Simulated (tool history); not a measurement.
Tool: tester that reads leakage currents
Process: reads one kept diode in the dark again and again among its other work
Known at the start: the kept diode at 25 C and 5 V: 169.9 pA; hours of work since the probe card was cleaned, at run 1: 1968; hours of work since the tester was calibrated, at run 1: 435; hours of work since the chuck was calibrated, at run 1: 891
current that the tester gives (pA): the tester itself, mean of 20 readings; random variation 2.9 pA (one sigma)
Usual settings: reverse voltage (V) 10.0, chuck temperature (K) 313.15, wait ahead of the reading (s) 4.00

run,hour,reverse voltage (V),chuck temperature (K),wait ahead of the reading (s),hours of work since the probe card was cleaned,hours of work since the tester was calibrated,hours of work since the chuck was calibrated,current that the tester gives (pA)
1,0.0,10.0,313.15,4.00,1968,435,891,955.80
# hour 54.6: chuck's temperature calibrated
2,138.4,10.0,313.15,4.00,2071,538,64,962.47
3,237.9,10.0,302.15,4.00,2147,614,139,351.20
4,359.2,10.0,328.15,4.00,2239,706,231,3364.31
5,512.0,10.0,311.15,4.00,2355,822,347,800.57
# hour 579.4: probe card cleaned and baked
6,601.9,10.0,311.15,4.00,17,888,413,799.49
7,768.1,10.0,311.15,4.00,143,1014,539,799.99
8,937.3,10.0,311.15,4.00,271,1142,667,808.50
9,1063.6,10.0,327.15,4.00,367,1238,763,3103.66
10,1179.1,19.7,327.15,4.00,455,1326,851,4346.48
# hour 1286.2: chuck's temperature calibrated
11,1354.3,10.0,313.15,4.00,586,1457,52,955.02
12,1503.9,10.0,313.15,4.00,700,1571,165,955.56
13,1645.8,10.0,313.15,4.00,807,1678,273,955.79
14,1840.7,10.0,313.15,4.00,955,1826,421,955.67
15,1945.1,10.0,313.15,4.00,1035,1905,500,964.04
16,2028.8,10.0,313.15,4.00,1098,1969,563,959.10
17,2129.8,10.0,313.15,4.00,1175,2045,640,960.15
18,2238.9,10.0,313.15,4.00,1257,2128,723,958.40
19,2355.6,10.0,313.15,4.00,1346,2217,811,955.09
20,2477.3,10.0,313.15,4.00,1438,2309,904,958.81
# hour 2514.3: chuck's temperature calibrated
21,2594.6,5.8,304.15,0.85,1526,2396,61,324.90
22,2693.5,16.9,313.15,4.00,1601,2472,136,1240.48
23,2788.1,16.9,313.15,4.00,1673,2543,208,1244.19
24,2898.1,16.9,313.15,4.00,1756,2627,291,1245.91
25,3095.7,16.9,314.15,1.25,1906,2777,441,1353.72
26,3282.1,1.0,302.15,0.37,2047,2918,582,112.15
27,3388.0,10.0,333.15,0.33,2128,2998,663,5011.91
28,3488.4,1.8,332.15,0.33,2204,3075,739,1954.73
29,3580.9,2.7,307.15,0.48,2274,3145,809,291.66
# hour 3619.6: tester calibrated
30,3665.6,1.3,313.15,4.21,2337,35,872,347.19
# hour 3756.4: probe card cleaned and baked
# hour 3758.4: chuck's temperature calibrated
31,3852.2,1.1,313.15,4.00,71,173,71,318.89
32,4018.1,1.1,313.15,4.00,197,299,197,321.55
33,4149.6,1.1,313.15,4.00,297,398,297,320.09
34,4244.4,1.1,313.15,4.00,369,470,369,318.22
35,4356.0,4.1,307.15,0.89,453,555,453,358.94
36,4533.8,10.0,332.15,2.98,588,690,588,4598.70
37,4709.3,7.8,321.15,0.56,721,823,721,1680.41
38,4823.6,10.7,313.15,4.00,808,910,808,983.87
39,4928.7,2.1,296.15,4.00,888,989,888,90.84

Forecast each of these 3 alternatives for the next run:
# hour 4990.6: chuck's temperature calibrated
A,5081.4,3.1,316.15,5.19,1002,1104,69,?
# hour 4990.6: chuck's temperature calibrated
B,5081.4,2.1,294.15,0.65,1002,1104,69,?
# hour 4990.6: chuck's temperature calibrated
C,5081.4,4.6,296.15,4.00,1002,1104,69,?

run,current that the tester gives (pA)
A,694.39
B,75.01
C,134.69
Without the tool's hidden state the same runs would have given:
run,current that the tester gives (pA)
A,694.36
B,74.99
C,134.65
